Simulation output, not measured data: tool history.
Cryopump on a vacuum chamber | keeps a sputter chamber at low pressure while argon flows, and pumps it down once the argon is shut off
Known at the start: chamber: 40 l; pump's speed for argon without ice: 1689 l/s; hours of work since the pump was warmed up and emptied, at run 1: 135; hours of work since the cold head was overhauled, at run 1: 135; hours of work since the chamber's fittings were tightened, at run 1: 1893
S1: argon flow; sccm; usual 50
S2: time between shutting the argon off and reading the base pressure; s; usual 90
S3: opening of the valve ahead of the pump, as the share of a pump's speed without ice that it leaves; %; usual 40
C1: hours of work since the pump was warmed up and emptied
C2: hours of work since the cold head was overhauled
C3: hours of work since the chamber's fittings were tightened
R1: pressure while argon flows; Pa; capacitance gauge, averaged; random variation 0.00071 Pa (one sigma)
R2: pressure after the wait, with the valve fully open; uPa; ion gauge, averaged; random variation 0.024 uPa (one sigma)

| run | hour | S1 | S2 | S3 | C1 | C2 | C3 | R1 | R2 |
|---|---|---|---|---|---|---|---|---|---|
| 1 | 0 | 50 | 90 | 40 | 135 | 135 | 1893 | 0.127 | 1.82 |
| 2 | 48 | 50 | 90 | 40 | 169 | 169 | 1926 | 0.1269 | 1.86 |
| 3 | 85.4 | 50 | 176 | 40 | 195 | 195 | 1953 | 0.1289 | 1.52 |
| 4 | 133.9 | 50 | 176 | 40 | 229 | 229 | 1987 | 0.1271 | 1.51 |
| 5 | 160 | 50 | 176 | 40 | 248 | 248 | 2005 | 0.1287 | 1.6 |
| 6 | 210 | 50 | 176 | 40 | 283 | 283 | 2040 | 0.1289 | 1.61 |
|  | 235 | leaking fittings of the chamber tightened, without venting |
| 7 | 249.4 | 50 | 54 | 40 | 309 | 309 | 10 | 0.129 | 1.38 |
| 8 | 293 | 50 | 90 | 40 | 340 | 340 | 41 | 0.1297 | 0.99 |
| 9 | 334.4 | 31 | 118 | 40 | 369 | 369 | 70 | 0.0805 | 0.81 |
| 10 | 370.3 | 50 | 46 | 17 | 394 | 394 | 95 | 0.2985 | 1.68 |
| 11 | 426.5 | 50 | 171 | 17 | 434 | 434 | 135 | 0.2989 | 0.65 |
| 12 | 471 | 50 | 171 | 17 | 465 | 465 | 166 | 0.3029 | 0.71 |
| 13 | 518.6 | 20 | 171 | 18 | 498 | 498 | 199 | 0.1146 | 0.7 |
| 14 | 554.5 | 45 | 20 | 24 | 523 | 523 | 224 | 0.1944 | 3.55 |
| 15 | 603 | 45 | 20 | 24 | 558 | 558 | 259 | 0.1958 | 3.6 |
| 16 | 648.7 | 37 | 72 | 19 | 590 | 590 | 291 | 0.2016 | 1.29 |

Forecast each of these 5 alternatives for the next run:
| A | 704.9 | 37 | 25 | 19 | 629 | 629 | 330 | ? | ? |
| B | 704.9 | 35 | 90 | 40 | 629 | 629 | 330 | ? | ? |
| C | 704.9 | 32 | 139 | 18 | 629 | 629 | 330 | ? | ? |
| D | 704.9 | 50 | 41 | 43 | 629 | 629 | 330 | ? | ? |
| E | 704.9 | 26 | 285 | 55 | 629 | 629 | 330 | ? | ? |

| run | R1 | R2 |
|---|---|---|
| A | 0.2 | 3 |
| B | 0.0937 | 1.15 |
| C | 0.1836 | 0.88 |
| D | 0.124 | 1.98 |
| E | 0.0523 | 0.65 |
Without the tool's hidden state the same runs would have given:
| run | R1 | R2 |
|---|---|---|
| A | 0.1937 | 2.76 |
| B | 0.0877 | 0.91 |
| C | 0.1781 | 0.65 |
| D | 0.1155 | 1.74 |
| E | 0.0478 | 0.41 |

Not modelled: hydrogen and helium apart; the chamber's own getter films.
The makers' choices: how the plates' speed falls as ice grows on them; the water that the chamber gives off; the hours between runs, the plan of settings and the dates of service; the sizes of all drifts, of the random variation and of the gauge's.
